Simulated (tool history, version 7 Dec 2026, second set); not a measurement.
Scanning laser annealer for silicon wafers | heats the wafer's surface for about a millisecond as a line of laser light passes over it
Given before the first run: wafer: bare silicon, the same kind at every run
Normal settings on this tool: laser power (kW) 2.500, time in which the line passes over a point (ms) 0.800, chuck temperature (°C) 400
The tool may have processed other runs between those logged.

| run | hour | laser power (kW) | time in which the line passes over a point (ms) | chuck temperature (°C) | highest temperature of the surface (°C) |
|---|---|---|---|---|---|
| 1 | 0.0 | 2.500 | 0.800 | 400 | 1199 |
| 2 | 37.6 | 2.500 | 0.800 | 400 | 1194 |
| 3 | 85.2 | 2.500 | 0.800 | 400 | 1193 |
| 4 | 112.1 | 2.500 | 0.800 | 400 | 1194 |
| 5 | 143.7 | 2.500 | 0.800 | 400 | 1193 |
| 6 | 189.3 | 2.500 | 0.800 | 400 | 1194 |
| 7 | 226.8 | 2.500 | 0.800 | 400 | 1193 |
| 8 | 253.7 | 2.500 | 0.626 | 400 | 1106 |
| 9 | 280.4 | 2.500 | 0.800 | 400 | 1195 |
| 10 | 327.0 | 2.500 | 0.800 | 400 | 1192 |
| 11 | 380.5 | 2.500 | 0.800 | 400 | 1195 |
| 12 | 434.0 | 2.500 | 0.800 | 400 | 1194 |
| 13 | 456.6 | 2.500 | 0.742 | 400 | 1162 |
| 14 | 479.1 | 2.500 | 0.800 | 400 | 1195 |
| 15 | 506.3 | 2.500 | 0.587 | 400 | 1084 |
| 16 | 548.0 | 2.500 | 0.800 | 400 | 1192 |
| 17 | 598.2 | 2.500 | 0.933 | 383 | 1240 |
| 18 | 650.3 | 2.500 | 0.933 | 383 | 1239 |
| 19 | 695.7 | 2.207 | 0.933 | 423 | 1152 |
| 20 | 746.3 | 2.711 | 0.800 | 422 | 1303 |
| 21 | 795.3 | 2.711 | 0.723 | 422 | 1263 |
| 22 | 841.8 | 2.711 | 0.723 | 422 | 1258 |
| 23 | 873.5 | 2.711 | 0.723 | 422 | 1261 |
| 24 | 910.1 | 2.239 | 0.635 | 400 | 1015 |
| 25 | 969.0 | 2.308 | 0.655 | 386 | 1037 |
| 26 | 1010.0 | 2.308 | 0.655 | 386 | 1039 |
| 27 | 1033.0 | 2.723 | 0.874 | 370 | 1295 |
| 28 | 1076.0 | 2.500 | 0.915 | 419 | 1267 |
| 29 | 1104.2 | 2.641 | 0.800 | 409 | 1261 |
| 30 | 1133.1 | 2.500 | 0.638 | 381 | 1095 |
| 31 | 1155.9 | 2.305 | 0.619 | 381 | 1017 |

Not shown here: 1 entry made in the log between runs. Locate each between two listed runs and compare the hidden state at the listed run before it with the hidden state at the listed run after it:
From run 24 to run 25: optics aligned, line set to its width (hour 931.7)
  width of the line over the set one, %: 0.06 -> 0.01
